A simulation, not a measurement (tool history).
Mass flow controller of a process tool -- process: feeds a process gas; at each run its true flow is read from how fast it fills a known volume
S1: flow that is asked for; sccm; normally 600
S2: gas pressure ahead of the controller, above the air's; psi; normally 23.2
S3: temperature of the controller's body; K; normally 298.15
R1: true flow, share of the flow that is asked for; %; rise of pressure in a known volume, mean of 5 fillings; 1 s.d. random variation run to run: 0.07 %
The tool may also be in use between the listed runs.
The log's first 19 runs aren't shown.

Run 20, hour 8397.3: usual settings but S1 122 sccm, S2 30.9 psi, S3 296.15 K. Result: R1 100.02 %.
Run 21, hour 8890.8: usual settings but S1 270 sccm, S2 30.9 psi. Result: R1 99.87 %.
Run 22, hour 9223.5: usual settings but S1 465 sccm, S2 20.6 psi, S3 311.15 K. Result: R1 100.71 %.
Run 23, hour 9756.4: usual settings but S1 465 sccm, S2 20.6 psi, S3 311.15 K. Result: R1 100.80 %.
Run 24, hour 10097.3: usual settings but S1 465 sccm, S2 20.6 psi, S3 311.15 K. Result: R1 100.89 %.
Run 25, hour 10332.3: usual settings but S1 487 sccm, S2 20.6 psi, S3 309.15 K. Result: R1 100.96 %.
Run 26, hour 10608.2: usual settings but S2 22.3 psi, S3 299.15 K. Result: R1 101.08 %.
Run 27, hour 11112.8: usual settings but S2 22.3 psi, S3 299.15 K. Result: R1 101.29 %.
Run 28, hour 11552.3: usual settings but S1 192 sccm. Result: R1 101.15 %.
Run 29, hour 11953.7: usual settings but S1 192 sccm. Result: R1 101.18 %.
Run 30, hour 12424.0: usual settings but S1 192 sccm. Result: R1 101.52 %.
Run 31, hour 12746.8: usual settings but S1 521 sccm, S2 21.6 psi, S3 295.15 K. Result: R1 101.15 %.
Run 32, hour 13019.0: usual settings but S1 425 sccm, S2 29.7 psi, S3 295.15 K. Result: R1 101.13 %.
Run 33, hour 13569.8: usual settings but S1 318 sccm, S2 29.9 psi, S3 311.15 K. Result: R1 101.78 %.
Run 34, hour 14045.7: usual settings but S1 239 sccm. Result: R1 101.70 %.
Run 35, hour 14464.0: usual settings but S2 22.9 psi, S3 304.15 K. Result: R1 102.06 %.
Run 36, hour 14807.4: usual settings but S2 22.9 psi, S3 304.15 K. Result: R1 102.04 %.
Run 37, hour 15262.3: usual settings but S1 106 sccm, S2 38.6 psi, S3 310.15 K. Result: R1 105.00 %.

What if the next run were any one of these 5? Each begins from the tool's condition after run 37:
Run A, hour 15806.8: usual settings but S1 240 sccm, S2 35.1 psi. Result: R1 ?.
Run B, hour 15806.8: usual settings but S1 162 sccm, S2 24.4 psi, S3 300.15 K. Result: R1 ?.
Run C, hour 15806.8: usual settings but S1 221 sccm, S2 38.6 psi, S3 310.15 K. Result: R1 ?.
Run D, hour 15806.8: usual settings but S1 110 sccm, S3 309.15 K. Result: R1 ?.
Run E, hour 15806.8: usual settings but S1 106 sccm, S2 36.0 psi, S3 310.15 K. Result: R1 ?.

run      R1
  A  102.39
  B  103.47
  C  102.71
  D  105.41
  E  105.36
Without the tool's hidden state the same runs would have given:
run     R1
  A  97.42
  B  97.26
  C  97.52
  D  97.40
  E  97.15
